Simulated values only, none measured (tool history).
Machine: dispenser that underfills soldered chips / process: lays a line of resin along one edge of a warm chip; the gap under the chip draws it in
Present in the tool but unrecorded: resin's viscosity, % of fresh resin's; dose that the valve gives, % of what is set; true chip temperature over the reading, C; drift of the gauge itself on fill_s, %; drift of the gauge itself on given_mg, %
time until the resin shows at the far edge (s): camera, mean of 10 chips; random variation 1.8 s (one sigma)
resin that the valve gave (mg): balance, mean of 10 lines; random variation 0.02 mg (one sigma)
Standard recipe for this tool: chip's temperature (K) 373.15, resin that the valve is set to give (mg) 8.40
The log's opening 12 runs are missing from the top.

run,hour,chip's temperature (K),resin that the valve is set to give (mg),hours of work since the syringe was changed,hours of work since the valve was cleaned,hours of work since the stage was calibrated,time until the resin shows at the far edge (s),resin that the valve gave (mg)
13,37.2,371.15,8.40,10,36,105,382.0,8.31
# hour 39.7: new syringe of resin
14,39.7,371.15,8.40,0,38,107,180.2,8.31
15,43.2,361.15,8.40,3,40,109,284.0,8.30
16,47.2,361.15,8.40,5,43,112,350.5,8.29
17,51.1,373.15,8.40,8,46,115,312.3,8.31
# hour 55.6: new syringe of resin
18,55.6,373.15,9.77,0,49,118,170.1,9.64
19,59.3,373.15,9.77,3,52,121,208.6,9.63
20,63.0,385.15,8.41,5,54,124,191.7,8.29
21,65.3,363.15,8.16,7,56,125,379.4,8.05
22,67.4,385.15,7.63,9,57,127,249.6,7.50
23,70.8,385.15,8.42,11,60,129,297.5,8.27
# hour 71.8: new syringe of resin
24,73.5,362.15,9.18,1,62,131,247.6,9.01
25,76.6,362.15,9.18,3,64,133,293.5,9.02
26,78.6,387.15,8.57,5,65,135,171.7,8.41
27,80.5,363.15,9.61,6,67,136,352.0,9.43
28,83.2,363.15,9.61,8,69,138,398.3,9.42
29,86.7,363.15,9.61,11,71,141,475.0,9.44
# hour 87.9: new syringe of resin
30,90.0,366.15,8.40,2,73,143,229.7,8.20
31,92.5,366.15,8.40,3,75,145,264.8,8.20
32,95.1,371.15,9.71,5,77,146,257.8,9.50
33,99.4,374.15,8.40,8,80,150,315.1,8.19
34,103.1,361.15,8.40,11,83,152,538.1,8.20
# hour 104.0: new syringe of resin
35,106.6,361.15,8.40,2,85,155,278.4,8.19
36,109.4,363.15,10.31,4,87,157,292.2,10.05

Predict each of these 5 candidate next runs independently; none follows another, all start after run 36:
A,112.9,378.15,8.40,6,90,159,?,?
B,112.9,364.15,10.81,6,90,159,?,?
C,112.9,373.15,10.08,6,90,159,?,?
D,112.9,360.15,9.59,6,90,159,?,?
E,112.9,369.15,8.26,6,90,159,?,?

run,time until the resin shows at the far edge (s),resin that the valve gave (mg)
A,247.8,8.14
B,344.9,10.54
C,275.1,9.82
D,383.2,9.34
E,313.1,8.06
Without the tool's unlogged condition, the same runs would have read:
run,time until the resin shows at the far edge (s),resin that the valve gave (mg)
A,154.3,8.36
B,215.2,10.83
C,171.7,10.09
D,239.0,9.59
E,194.4,8.28
